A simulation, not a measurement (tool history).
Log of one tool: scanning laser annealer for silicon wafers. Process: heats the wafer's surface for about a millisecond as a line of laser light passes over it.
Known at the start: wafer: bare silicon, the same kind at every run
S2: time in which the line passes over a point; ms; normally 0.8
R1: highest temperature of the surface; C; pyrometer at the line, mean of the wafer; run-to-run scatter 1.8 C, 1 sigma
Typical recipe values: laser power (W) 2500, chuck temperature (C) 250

{"run": 1, "hour": 0.0, "laser power (W)": 2500, "S2": 0.8, "chuck temperature (C)": 250, "R1": 951}
{"run": 2, "hour": 23.9, "laser power (W)": 2500, "S2": 0.8, "chuck temperature (C)": 250, "R1": 949}
{"run": 3, "hour": 37.2, "laser power (W)": 2500, "S2": 0.616, "chuck temperature (C)": 250, "R1": 855}
{"run": 4, "hour": 55.3, "laser power (W)": 2500, "S2": 0.616, "chuck temperature (C)": 250, "R1": 850}
{"run": 5, "hour": 75.3, "laser power (W)": 2500, "S2": 0.616, "chuck temperature (C)": 250, "R1": 852}
{"run": 6, "hour": 97.9, "laser power (W)": 2500, "S2": 0.616, "chuck temperature (C)": 250, "R1": 851}
{"run": 7, "hour": 113.1, "laser power (W)": 2454, "S2": 0.8, "chuck temperature (C)": 250, "R1": 927}
{"run": 8, "hour": 135.4, "laser power (W)": 2500, "S2": 0.8, "chuck temperature (C)": 250, "R1": 945}
{"run": 9, "hour": 157.2, "laser power (W)": 2500, "S2": 0.8, "chuck temperature (C)": 250, "R1": 945}
{"run": 10, "hour": 182.4, "laser power (W)": 2500, "S2": 0.8, "chuck temperature (C)": 250, "R1": 943}
{"hour": 189.8, "done": "window over the wafer cleaned"}
{"run": 11, "hour": 195.5, "laser power (W)": 2500, "S2": 0.8, "chuck temperature (C)": 250, "R1": 931}
{"run": 12, "hour": 216.6, "laser power (W)": 2553, "S2": 0.8, "chuck temperature (C)": 250, "R1": 940}
{"run": 13, "hour": 229.7, "laser power (W)": 2553, "S2": 0.8, "chuck temperature (C)": 250, "R1": 938}
{"run": 14, "hour": 243.0, "laser power (W)": 2553, "S2": 0.8, "chuck temperature (C)": 250, "R1": 942}
{"run": 15, "hour": 260.0, "laser power (W)": 2500, "S2": 0.8, "chuck temperature (C)": 250, "R1": 925}
{"run": 16, "hour": 271.8, "laser power (W)": 2500, "S2": 0.8, "chuck temperature (C)": 260, "R1": 931}
{"run": 17, "hour": 284.5, "laser power (W)": 2500, "S2": 0.8, "chuck temperature (C)": 239, "R1": 914}
{"hour": 295.4, "done": "window over the wafer cleaned, once more"}
{"run": 18, "hour": 303.6, "laser power (W)": 2474, "S2": 0.8, "chuck temperature (C)": 250, "R1": 954}
{"run": 19, "hour": 329.8, "laser power (W)": 2500, "S2": 0.8, "chuck temperature (C)": 220, "R1": 935}
{"hour": 339.6, "done": "optics aligned, line set to its width"}
{"run": 20, "hour": 353.5, "laser power (W)": 2626, "S2": 0.8, "chuck temperature (C)": 220, "R1": 978}
{"run": 21, "hour": 376.7, "laser power (W)": 2616, "S2": 0.64, "chuck temperature (C)": 234, "R1": 903}
{"run": 22, "hour": 396.8, "laser power (W)": 2720, "S2": 0.719, "chuck temperature (C)": 267, "R1": 1007}
{"run": 23, "hour": 409.4, "laser power (W)": 2602, "S2": 0.719, "chuck temperature (C)": 267, "R1": 974}
{"run": 24, "hour": 435.5, "laser power (W)": 2602, "S2": 0.719, "chuck temperature (C)": 267, "R1": 970}
{"run": 25, "hour": 449.9, "laser power (W)": 2412, "S2": 0.615, "chuck temperature (C)": 211, "R1": 805}
{"run": 26, "hour": 461.7, "laser power (W)": 2412, "S2": 0.615, "chuck temperature (C)": 211, "R1": 807}
{"run": 27, "hour": 480.0, "laser power (W)": 2471, "S2": 0.8, "chuck temperature (C)": 247, "R1": 951}
{"run": 28, "hour": 506.8, "laser power (W)": 2471, "S2": 0.859, "chuck temperature (C)": 247, "R1": 977}
{"run": 29, "hour": 527.2, "laser power (W)": 2471, "S2": 0.859, "chuck temperature (C)": 247, "R1": 979}
{"run": 30, "hour": 541.7, "laser power (W)": 2277, "S2": 0.8, "chuck temperature (C)": 250, "R1": 896}
{"run": 31, "hour": 562.2, "laser power (W)": 2325, "S2": 0.611, "chuck temperature (C)": 263, "R1": 831}
{"run": 32, "hour": 581.7, "laser power (W)": 2669, "S2": 0.8, "chuck temperature (C)": 250, "R1": 1008}
{"run": 33, "hour": 597.2, "laser power (W)": 2741, "S2": 0.919, "chuck temperature (C)": 272, "R1": 1112}
{"run": 34, "hour": 619.7, "laser power (W)": 2185, "S2": 0.848, "chuck temperature (C)": 216, "R1": 851}
{"run": 35, "hour": 637.5, "laser power (W)": 2415, "S2": 0.898, "chuck temperature (C)": 235, "R1": 961}
{"run": 36, "hour": 649.0, "laser power (W)": 2182, "S2": 0.698, "chuck temperature (C)": 235, "R1": 801}
{"run": 37, "hour": 675.2, "laser power (W)": 2439, "S2": 0.982, "chuck temperature (C)": 273, "R1": 1042}
{"run": 38, "hour": 695.6, "laser power (W)": 2439, "S2": 0.982, "chuck temperature (C)": 273, "R1": 1046}
{"run": 39, "hour": 710.7, "laser power (W)": 2500, "S2": 0.955, "chuck temperature (C)": 280, "R1": 1057}
{"run": 40, "hour": 733.0, "laser power (W)": 2500, "S2": 0.783, "chuck temperature (C)": 263, "R1": 958}

Table of differences, measured result less the result of that run with no hidden state. Run-to-run variation is the same in both. Gauge scatter possibly is not:
Hidden conditions of the tool in this case: light that passes the window, % of a clean one's; laser's true power over the reading, %; width of the line over the set one, %; drift of the gauge itself on peak_c, C.
run=1 R1=-23
run=2 R1=-24
run=3 R1=-21
run=4 R1=-22
run=5 R1=-22
run=6 R1=-24
run=7 R1=-28
run=8 R1=-29
run=9 R1=-29
run=10 R1=-31
run=11 R1=-45
run=12 R1=-48
run=13 R1=-47
run=14 R1=-48
run=15 R1=-48
run=16 R1=-48
run=17 R1=-49
run=18 R1=-10
run=19 R1=-11
run=20 R1=-3
run=21 R1=-4
run=22 R1=-5
run=23 R1=-6
run=24 R1=-6
run=25 R1=-6
run=26 R1=-6
run=27 R1=-9
run=28 R1=-10
run=29 R1=-11
run=30 R1=-10
run=31 R1=-10
run=32 R1=-14
run=33 R1=-17
run=34 R1=-13
run=35 R1=-16
run=36 R1=-12
run=37 R1=-19
run=38 R1=-19
run=39 R1=-21
run=40 R1=-19
